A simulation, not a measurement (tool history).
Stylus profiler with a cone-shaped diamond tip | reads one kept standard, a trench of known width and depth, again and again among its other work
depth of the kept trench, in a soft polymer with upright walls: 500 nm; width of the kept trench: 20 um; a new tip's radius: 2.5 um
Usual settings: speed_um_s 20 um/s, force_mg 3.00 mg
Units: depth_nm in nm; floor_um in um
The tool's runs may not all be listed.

{"run": 1, "day": 0.0, "speed_um_s": 20, "force_mg": 3.0, "depth_nm": 509.31, "floor_um": 15.52}
{"run": 2, "day": 2.512, "speed_um_s": 17, "force_mg": 3.0, "depth_nm": 509.68, "floor_um": 15.47}
{"run": 3, "day": 5.208, "speed_um_s": 17, "force_mg": 3.0, "depth_nm": 509.66, "floor_um": 15.47}
{"run": 4, "day": 8.725, "speed_um_s": 64, "force_mg": 3.0, "depth_nm": 509.57, "floor_um": 15.18}
{"run": 5, "day": 11.742, "speed_um_s": 64, "force_mg": 3.0, "depth_nm": 509.6, "floor_um": 15.12}
{"run": 6, "day": 13.867, "speed_um_s": 64, "force_mg": 3.0, "depth_nm": 509.77, "floor_um": 15.18}
{"run": 7, "day": 15.492, "speed_um_s": 64, "force_mg": 3.0, "depth_nm": 509.94, "floor_um": 15.13}
{"run": 8, "day": 17.983, "speed_um_s": 20, "force_mg": 3.0, "depth_nm": 509.55, "floor_um": 15.18}
{"run": 9, "day": 20.733, "speed_um_s": 30, "force_mg": 3.0, "depth_nm": 509.8, "floor_um": 15.19}
{"run": 10, "day": 22.779, "speed_um_s": 30, "force_mg": 3.0, "depth_nm": 510.11, "floor_um": 15.08}
{"run": 11, "day": 25.358, "speed_um_s": 30, "force_mg": 3.0, "depth_nm": 509.77, "floor_um": 15.1}
{"run": 12, "day": 27.812, "speed_um_s": 20, "force_mg": 3.0, "depth_nm": 509.93, "floor_um": 15.11}
{"run": 13, "day": 31.217, "speed_um_s": 55, "force_mg": 6.35, "depth_nm": 514.75, "floor_um": 15.04}
{"run": 14, "day": 33.617, "speed_um_s": 40, "force_mg": 2.95, "depth_nm": 510.07, "floor_um": 14.93}
{"run": 15, "day": 35.938, "speed_um_s": 25, "force_mg": 2.13, "depth_nm": 508.71, "floor_um": 14.91}
{"run": 16, "day": 39.442, "speed_um_s": 20, "force_mg": 2.24, "depth_nm": 508.99, "floor_um": 14.92}
{"run": 17, "day": 42.429, "speed_um_s": 20, "force_mg": 2.24, "depth_nm": 509.26, "floor_um": 14.91}
{"run": 18, "day": 45.6, "speed_um_s": 20, "force_mg": 2.24, "depth_nm": 509.25, "floor_um": 14.78}
{"run": 19, "day": 48.6, "speed_um_s": 20, "force_mg": 2.24, "depth_nm": 509.17, "floor_um": 14.81}
{"day": 50.833, "done": "new tip fitted, height scale calibrated"}
{"run": 20, "day": 51.892, "speed_um_s": 20, "force_mg": 2.24, "depth_nm": 505.96, "floor_um": 16.85}
{"run": 21, "day": 53.767, "speed_um_s": 20, "force_mg": 2.08, "depth_nm": 505.69, "floor_um": 16.82}
{"run": 22, "day": 56.1, "speed_um_s": 20, "force_mg": 2.08, "depth_nm": 505.97, "floor_um": 16.7}
{"run": 23, "day": 59.417, "speed_um_s": 20, "force_mg": 2.08, "depth_nm": 505.78, "floor_um": 16.67}

4 ways to go on from here, each from the tool as it stands after run 23. What would each give?
{"run": "A", "day": 61.338, "speed_um_s": 17, "force_mg": 2.34, "depth_nm": "?", "floor_um": "?"}
{"run": "B", "day": 61.338, "speed_um_s": 60, "force_mg": 1.05, "depth_nm": "?", "floor_um": "?"}
{"run": "C", "day": 61.338, "speed_um_s": 20, "force_mg": 3.57, "depth_nm": "?", "floor_um": "?"}
{"run": "D", "day": 61.338, "speed_um_s": 8, "force_mg": 4.41, "depth_nm": "?", "floor_um": "?"}

run=A depth_nm=506.17 floor_um=16.62
run=B depth_nm=503.97 floor_um=16.31
run=C depth_nm=508.44 floor_um=16.60
run=D depth_nm=509.52 floor_um=16.71
Without the tool's hidden state the same runs would have given:
run=A depth_nm=505.99 floor_um=16.89
run=B depth_nm=503.79 floor_um=16.58
run=C depth_nm=508.25 floor_um=16.88
run=D depth_nm=509.33 floor_um=16.98
